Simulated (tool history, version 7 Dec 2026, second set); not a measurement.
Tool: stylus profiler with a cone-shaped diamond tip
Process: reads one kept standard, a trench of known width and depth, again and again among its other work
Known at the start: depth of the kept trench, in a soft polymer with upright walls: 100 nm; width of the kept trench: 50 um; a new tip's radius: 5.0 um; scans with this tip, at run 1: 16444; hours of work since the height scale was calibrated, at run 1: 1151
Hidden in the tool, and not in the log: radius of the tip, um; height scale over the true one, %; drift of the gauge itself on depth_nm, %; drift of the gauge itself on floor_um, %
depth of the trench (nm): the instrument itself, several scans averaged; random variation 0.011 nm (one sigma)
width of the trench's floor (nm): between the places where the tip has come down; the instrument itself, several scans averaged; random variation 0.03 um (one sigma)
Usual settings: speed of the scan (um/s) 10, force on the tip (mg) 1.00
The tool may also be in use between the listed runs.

run,hour,speed of the scan (um/s),force on the tip (mg),scans with this tip,hours of work since the height scale was calibrated,depth of the trench (nm),width of the trench's floor (nm)
1,0.0,10,1.00,16444,1151,100.20,47440
# hour 91.1: height scale calibrated on a step standard
2,91.1,10,1.00,16840,0,100.47,47410
3,198.8,34,1.00,17310,69,100.44,47380
4,291.0,6,1.00,17713,128,100.44,47480
5,374.4,10,1.08,18078,182,100.44,47450
6,467.8,10,0.36,18486,242,100.20,47370
7,556.0,10,0.78,18872,299,100.35,47440
8,663.3,10,0.78,19341,368,100.34,47370
9,729.1,10,0.78,19628,410,100.32,47390
10,834.1,10,0.78,20087,478,100.30,47370
11,921.6,10,0.78,20469,534,100.30,47390
12,975.1,10,0.78,20703,568,100.29,47390
13,1081.3,10,0.78,21168,637,100.26,47370
14,1172.5,10,0.78,21566,695,100.28,47340
15,1223.6,4,0.78,21789,728,100.26,47340
16,1298.2,4,0.78,22115,776,100.25,47370
17,1359.1,4,0.78,22381,815,100.26,47310
18,1414.8,12,1.00,22625,851,100.28,47300
19,1527.9,12,1.00,23119,924,100.26,47260
20,1637.5,12,1.00,23598,994,100.27,47290
21,1755.6,15,1.00,24114,1070,100.25,47250
22,1828.5,15,1.00,24433,1117,100.23,47290
23,1943.6,32,1.00,24936,1191,100.22,47180
# hour 1973.7: height scale calibrated on a step standard
24,2037.3,32,1.00,25343,41,100.39,47200
25,2101.7,21,1.47,25625,82,100.51,47300
26,2217.1,13,0.63,26129,157,100.26,47220
27,2299.6,15,0.72,26490,209,100.28,47170
28,2401.7,10,2.58,26936,275,100.74,47170
29,2480.4,3,0.40,27280,326,100.15,47250
30,2555.3,22,0.75,27607,374,100.27,47150
31,2669.6,22,0.75,28107,447,100.25,47100
32,2771.5,28,2.62,28552,513,100.67,47130
33,2861.2,33,0.62,28944,571,100.17,47070
34,2912.6,27,2.04,29169,604,100.55,47140
35,2979.8,27,2.04,29462,647,100.53,47130
# hour 3004.4: new tip fitted, height scale calibrated
36,3088.1,3,0.73,366,54,100.25,48000
37,3206.4,3,0.73,883,130,100.23,48040
38,3305.5,10,2.65,1316,194,100.71,48020
39,3373.3,10,2.65,1612,237,100.70,47910
40,3443.5,10,2.65,1920,282,100.68,47960
41,3533.8,12,1.59,2314,340,100.43,47860
42,3642.5,12,1.59,2789,410,100.43,47860
43,3712.8,14,0.48,3096,455,100.09,47890
44,3781.8,5,0.58,3398,500,100.13,47900
45,3858.2,4,1.86,3732,549,100.47,47880

How the hidden state differs across the entries between the runs, from the last listed run before each to the first after it:
Between runs 1 and 2: height scale calibrated on a step standard (hour 91.1)
  radius of the tip, um: 7.8 -> 7.86; height scale over the true one, %: -0.22 -> 0.046
  measured less the result without the state, depth of the trench (nm): -0.22 -> +0.05; width of the trench's floor (nm): -500 -> -510
Between runs 23 and 24: height scale calibrated on a step standard (hour 1973.7)
  radius of the tip, um: 9.28 -> 9.36; height scale over the true one, %: -0.185 -> -0.016
  measured less the result without the state, depth of the trench (nm): -0.19 -> -0.01; width of the trench's floor (nm): -730 -> -740
Between runs 35 and 36: new tip fitted, height scale calibrated (hour 3004.4)
  radius of the tip, um: 10.06 -> 4.88; height scale over the true one, %: -0.135 -> -0.069
  measured less the result without the state, depth of the trench (nm): -0.13 -> -0.07; width of the trench's floor (nm): -840 -> +20
